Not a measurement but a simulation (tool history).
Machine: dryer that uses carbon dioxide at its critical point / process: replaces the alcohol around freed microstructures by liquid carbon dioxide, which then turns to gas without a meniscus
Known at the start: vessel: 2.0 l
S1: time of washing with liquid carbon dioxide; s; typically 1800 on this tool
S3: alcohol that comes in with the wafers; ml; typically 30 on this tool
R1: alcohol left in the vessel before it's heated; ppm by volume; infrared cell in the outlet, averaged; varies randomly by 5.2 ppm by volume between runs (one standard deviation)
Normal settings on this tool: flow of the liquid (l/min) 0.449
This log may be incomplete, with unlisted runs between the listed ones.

run 1 day=0.000 | S1=1800 flow_of_the_liquid_(l/min)=0.449 S3=30 | R1=118
run 2 day=1.529 | S1=1800 flow_of_the_liquid_(l/min)=0.449 S3=30 | R1=132
run 3 day=2.917 | S1=1800 flow_of_the_liquid_(l/min)=0.449 S3=30 | R1=130
run 4 day=3.633 | S1=2100 flow_of_the_liquid_(l/min)=0.449 S3=30 | R1=63
run 5 day=4.704 | S1=2100 flow_of_the_liquid_(l/min)=0.449 S3=30 | R1=75
run 6 day=5.483 | S1=1800 flow_of_the_liquid_(l/min)=0.449 S3=30 | R1=146
run 7 day=6.142 | S1=1800 flow_of_the_liquid_(l/min)=0.449 S3=30 | R1=141
run 8 day=7.721 | S1=1800 flow_of_the_liquid_(l/min)=0.449 S3=30 | R1=143
run 9 day=8.708 | S1=1800 flow_of_the_liquid_(l/min)=0.449 S3=30 | R1=150
run 10 day=10.025 | S1=1800 flow_of_the_liquid_(l/min)=0.449 S3=30 | R1=155
run 11 day=11.579 | S1=1560 flow_of_the_liquid_(l/min)=0.449 S3=30 | R1=267
run 12 day=12.662 | S1=1560 flow_of_the_liquid_(l/min)=0.449 S3=30 | R1=287
run 13 day=13.433 | S1=1560 flow_of_the_liquid_(l/min)=0.449 S3=30 | R1=298
run 14 day=14.358 | S1=1560 flow_of_the_liquid_(l/min)=0.449 S3=30 | R1=296
run 15 day=15.725 | S1=1560 flow_of_the_liquid_(l/min)=0.449 S3=30 | R1=293
run 16 day=17.092 | S1=1560 flow_of_the_liquid_(l/min)=0.449 S3=73 | R1=721
run 17 day=18.533 | S1=1560 flow_of_the_liquid_(l/min)=0.449 S3=73 | R1=724
run 18 day=19.471 | S1=1560 flow_of_the_liquid_(l/min)=0.449 S3=73 | R1=756
run 19 day=20.958 | S1=1560 flow_of_the_liquid_(l/min)=0.449 S3=73 | R1=777
run 20 day=22.129 | S1=1140 flow_of_the_liquid_(l/min)=0.449 S3=30 | R1=920
run 21 day=23.379 | S1=1800 flow_of_the_liquid_(l/min)=0.449 S3=33 | R1=227
run 22 day=24.404 | S1=1800 flow_of_the_liquid_(l/min)=0.449 S3=30 | R1=202
-- day=25.004 inlet filter changed
run 23 day=25.500 | S1=1800 flow_of_the_liquid_(l/min)=0.449 S3=30 | R1=135
run 24 day=27.079 | S1=2100 flow_of_the_liquid_(l/min)=0.449 S3=65 | R1=127
run 25 day=28.233 | S1=2100 flow_of_the_liquid_(l/min)=0.449 S3=65 | R1=132
run 26 day=28.988 | S1=2700 flow_of_the_liquid_(l/min)=0.334 S3=94 | R1=236
run 27 day=30.458 | S1=1440 flow_of_the_liquid_(l/min)=0.449 S3=55 | R1=574
run 28 day=31.638 | S1=1500 flow_of_the_liquid_(l/min)=0.510 S3=111 | R1=578
run 29 day=32.592 | S1=1800 flow_of_the_liquid_(l/min)=0.601 S3=24 | R1=50
run 30 day=33.858 | S1=1560 flow_of_the_liquid_(l/min)=0.590 S3=42 | R1=109
run 31 day=35.417 | S1=2580 flow_of_the_liquid_(l/min)=0.655 S3=107 | R1=36
run 32 day=36.092 | S1=2580 flow_of_the_liquid_(l/min)=0.655 S3=107 | R1=49
run 33 day=36.817 | S1=2580 flow_of_the_liquid_(l/min)=0.655 S3=107 | R1=38
run 34 day=37.883 | S1=1380 flow_of_the_liquid_(l/min)=0.584 S3=30 | R1=159
run 35 day=38.658 | S1=1380 flow_of_the_liquid_(l/min)=0.584 S3=30 | R1=171
run 36 day=39.538 | S1=1800 flow_of_the_liquid_(l/min)=0.449 S3=38 | R1=210
run 37 day=40.762 | S1=1800 flow_of_the_liquid_(l/min)=0.449 S3=38 | R1=219
run 38 day=42.012 | S1=1080 flow_of_the_liquid_(l/min)=0.622 S3=20 | R1=229
run 39 day=43.467 | S1=1080 flow_of_the_liquid_(l/min)=0.622 S3=20 | R1=244
run 40 day=44.650 | S1=1800 flow_of_the_liquid_(l/min)=0.368 S3=85 | R1=1041
run 41 day=45.712 | S1=1800 flow_of_the_liquid_(l/min)=0.425 S3=51 | R1=380
run 42 day=46.575 | S1=1320 flow_of_the_liquid_(l/min)=0.661 S3=30 | R1=136
run 43 day=47.858 | S1=2760 flow_of_the_liquid_(l/min)=0.480 S3=95 | R1=69
run 44 day=49.375 | S1=2760 flow_of_the_liquid_(l/min)=0.480 S3=95 | R1=71
run 45 day=50.742 | S1=1800 flow_of_the_liquid_(l/min)=0.276 S3=24 | R1=859
run 46 day=51.438 | S1=1800 flow_of_the_liquid_(l/min)=0.276 S3=24 | R1=890

3 options for the next run, each taken on its own from the tool as it stands now. Forecast them:
-- day=51.954 inlet filter changed
run A day=52.212 | S1=1800 flow_of_the_liquid_(l/min)=0.449 S3=27 | R1=?
-- day=51.954 inlet filter changed
run B day=52.212 | S1=1320 flow_of_the_liquid_(l/min)=0.449 S3=30 | R1=?
-- day=51.954 inlet filter changed
run C day=52.212 | S1=1800 flow_of_the_liquid_(l/min)=0.349 S3=30 | R1=?

run=A R1=124
run=B R1=408
run=C R1=367
Had the tool no hidden state, the same runs would have come out as:
run=A R1=88
run=B R1=371
run=C R1=329
